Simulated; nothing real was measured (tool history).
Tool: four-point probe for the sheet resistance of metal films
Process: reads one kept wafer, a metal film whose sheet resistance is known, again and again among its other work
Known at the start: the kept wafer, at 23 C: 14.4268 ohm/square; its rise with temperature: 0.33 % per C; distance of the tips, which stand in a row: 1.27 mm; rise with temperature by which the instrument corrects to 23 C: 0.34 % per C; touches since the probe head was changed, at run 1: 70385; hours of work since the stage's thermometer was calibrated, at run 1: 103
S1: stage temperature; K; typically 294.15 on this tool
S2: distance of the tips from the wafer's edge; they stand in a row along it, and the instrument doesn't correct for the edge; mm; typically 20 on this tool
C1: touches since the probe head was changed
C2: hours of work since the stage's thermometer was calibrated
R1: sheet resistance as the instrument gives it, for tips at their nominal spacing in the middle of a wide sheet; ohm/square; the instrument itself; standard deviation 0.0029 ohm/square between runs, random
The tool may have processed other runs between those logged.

run	hour	S1	S2	C1	C2	R1
1	0.0	294.15	20	70385	103	14.340051
2	28.0	304.15	20	71388	119	14.324406
3	80.4	304.15	20	73261	150	14.319942
4	130.3	294.15	20	75050	179	14.335171
5	153.4	294.15	20	75875	193	14.339670
6	204.4	294.15	20	77700	222	14.334963
7	230.8	294.15	20	78645	238	14.336457
8	274.5	294.15	15	80210	263	14.358355
9	313.3	294.15	15	81599	286	14.355407
10	355.0	294.15	15	83091	311	14.350422
11	403.5	294.15	15	84825	339	14.351010
12	427.2	294.15	20	85673	353	14.324444
13	450.5	296.15	20	86507	366	14.322177
14	499.2	302.15	20	88252	395	14.318868
15	556.0	302.15	20	90282	428	14.314732
16	601.7	302.15	20	91920	455	14.312285
17	640.7	302.15	20	93316	478	14.311570
18	678.8	294.15	20	94679	500	14.319584
19	732.1	294.15	20	96586	531	14.316093
20	766.2	294.15	20	97807	551	14.313873
# hour 782.1: new probe head fitted
21	805.6	294.15	20	843	574	14.384550
22	846.9	294.15	20	2321	598	14.384253
23	902.9	294.15	20	4322	630	14.383360
24	953.8	299.15	37	6146	660	14.354570
25	1007.5	299.15	8	8067	692	14.542442
26	1040.4	299.15	8	9243	711	14.532577
27	1086.2	302.15	65	10885	738	14.337710
28	1142.6	291.15	7	12903	771	14.597767
# hour 1147.2: stage's thermometer calibrated
29	1182.5	294.15	5	14314	21	14.825052
30	1209.2	293.15	20	15270	36	14.385282
31	1254.0	297.15	7	16870	62	14.598237
32	1281.2	297.15	11	17846	78	14.439400
33	1305.3	301.15	43	18707	92	14.347353
# hour 1331.4: stage's thermometer calibrated, once more
34	1352.1	301.15	43	20363	12	14.329055
35	1380.7	298.15	5	21389	29	14.805449
36	1410.9	298.15	29	22470	47	14.338835
37	1436.3	291.15	36	23376	61	14.342567
38	1464.7	300.15	30	24395	78	14.335066
39	1495.7	294.15	3	25504	96	15.577817
40	1533.7	294.15	3	26863	118	15.582846
41	1588.9	294.15	3	28839	151	15.567622
42	1630.0	295.15	3	30309	175	15.569933

Run 43, settings as shown, results not yet in. Your forecast:
43	1653.5	292.15	27	31152	189	?

Run 43 measured R1 14.339581 ohm/square.
Take away the tool's hidden state, keep the run-to-run variation as it was, and the same run would have given R1 14.447575 ohm/square.
